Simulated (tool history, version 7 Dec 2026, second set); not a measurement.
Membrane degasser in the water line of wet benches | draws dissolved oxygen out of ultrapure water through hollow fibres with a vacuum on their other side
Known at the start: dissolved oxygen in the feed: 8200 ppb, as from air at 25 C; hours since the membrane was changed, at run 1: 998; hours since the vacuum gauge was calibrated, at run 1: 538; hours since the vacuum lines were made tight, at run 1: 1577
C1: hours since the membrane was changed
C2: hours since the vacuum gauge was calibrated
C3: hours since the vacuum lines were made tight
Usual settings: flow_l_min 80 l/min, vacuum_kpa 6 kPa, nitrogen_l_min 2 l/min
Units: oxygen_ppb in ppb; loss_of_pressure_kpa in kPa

run 1 hour=0 | flow_l_min=80 vacuum_kpa=6 nitrogen_l_min=2 | C1=998 C2=538 C3=1577 | oxygen_ppb=230.9 loss_of_pressure_kpa=29.01
run 2 hour=56.3 | flow_l_min=80 vacuum_kpa=13.73 nitrogen_l_min=2 | C1=1054 C2=594 C3=1633 | oxygen_ppb=777 loss_of_pressure_kpa=29.23
run 3 hour=100.9 | flow_l_min=80 vacuum_kpa=13.73 nitrogen_l_min=2 | C1=1099 C2=639 C3=1678 | oxygen_ppb=788.4 loss_of_pressure_kpa=28.85
run 4 hour=174.9 | flow_l_min=80 vacuum_kpa=13.73 nitrogen_l_min=2 | C1=1173 C2=713 C3=1752 | oxygen_ppb=789.4 loss_of_pressure_kpa=28.9
run 5 hour=225 | flow_l_min=80 vacuum_kpa=6 nitrogen_l_min=2 | C1=1223 C2=763 C3=1802 | oxygen_ppb=225.7 loss_of_pressure_kpa=29.01
run 6 hour=264.5 | flow_l_min=80 vacuum_kpa=6 nitrogen_l_min=2 | C1=1262 C2=802 C3=1841 | oxygen_ppb=226 loss_of_pressure_kpa=29.04
run 7 hour=307 | flow_l_min=80 vacuum_kpa=6 nitrogen_l_min=2 | C1=1305 C2=845 C3=1884 | oxygen_ppb=231.5 loss_of_pressure_kpa=28.9
run 8 hour=364.6 | flow_l_min=80 vacuum_kpa=6 nitrogen_l_min=2 | C1=1362 C2=902 C3=1941 | oxygen_ppb=226.9 loss_of_pressure_kpa=28.96
run 9 hour=442.4 | flow_l_min=80 vacuum_kpa=6 nitrogen_l_min=2.51 | C1=1440 C2=980 C3=2019 | oxygen_ppb=190.5 loss_of_pressure_kpa=28.97
run 10 hour=486.6 | flow_l_min=80 vacuum_kpa=6 nitrogen_l_min=2.51 | C1=1484 C2=1024 C3=2063 | oxygen_ppb=191.2 loss_of_pressure_kpa=29
run 11 hour=559.8 | flow_l_min=80 vacuum_kpa=7.17 nitrogen_l_min=2.51 | C1=1558 C2=1097 C3=2136 | oxygen_ppb=265.4 loss_of_pressure_kpa=29.05
run 12 hour=637.3 | flow_l_min=80 vacuum_kpa=8.83 nitrogen_l_min=2 | C1=1635 C2=1175 C3=2214 | oxygen_ppb=443.8 loss_of_pressure_kpa=29
run 13 hour=710.2 | flow_l_min=80 vacuum_kpa=8.83 nitrogen_l_min=2 | C1=1708 C2=1248 C3=2287 | oxygen_ppb=430.7 loss_of_pressure_kpa=28.97
run 14 hour=791.3 | flow_l_min=80 vacuum_kpa=6 nitrogen_l_min=2.94 | C1=1789 C2=1329 C3=2368 | oxygen_ppb=170 loss_of_pressure_kpa=29.39
run 15 hour=867.7 | flow_l_min=80 vacuum_kpa=6 nitrogen_l_min=2.94 | C1=1865 C2=1405 C3=2444 | oxygen_ppb=173.1 loss_of_pressure_kpa=29.15
run 16 hour=941.6 | flow_l_min=80 vacuum_kpa=6 nitrogen_l_min=2 | C1=1939 C2=1479 C3=2518 | oxygen_ppb=233.3 loss_of_pressure_kpa=29.49
-- hour=949 vacuum gauge calibrated
run 17 hour=1020.4 | flow_l_min=80 vacuum_kpa=6 nitrogen_l_min=2 | C1=2018 C2=71 C3=2597 | oxygen_ppb=232.9 loss_of_pressure_kpa=29.16

Forecast run 18:
run 18 hour=1086 | flow_l_min=80 vacuum_kpa=6 nitrogen_l_min=2 | C1=2083 C2=137 C3=2662 | oxygen_ppb=? loss_of_pressure_kpa=?

oxygen_ppb: 230.3 ppb
loss_of_pressure_kpa: 29.08 kPa
Without the tool's hidden state the same run would have given oxygen_ppb 222.1 ppb, loss_of_pressure_kpa 28.65 kPa.
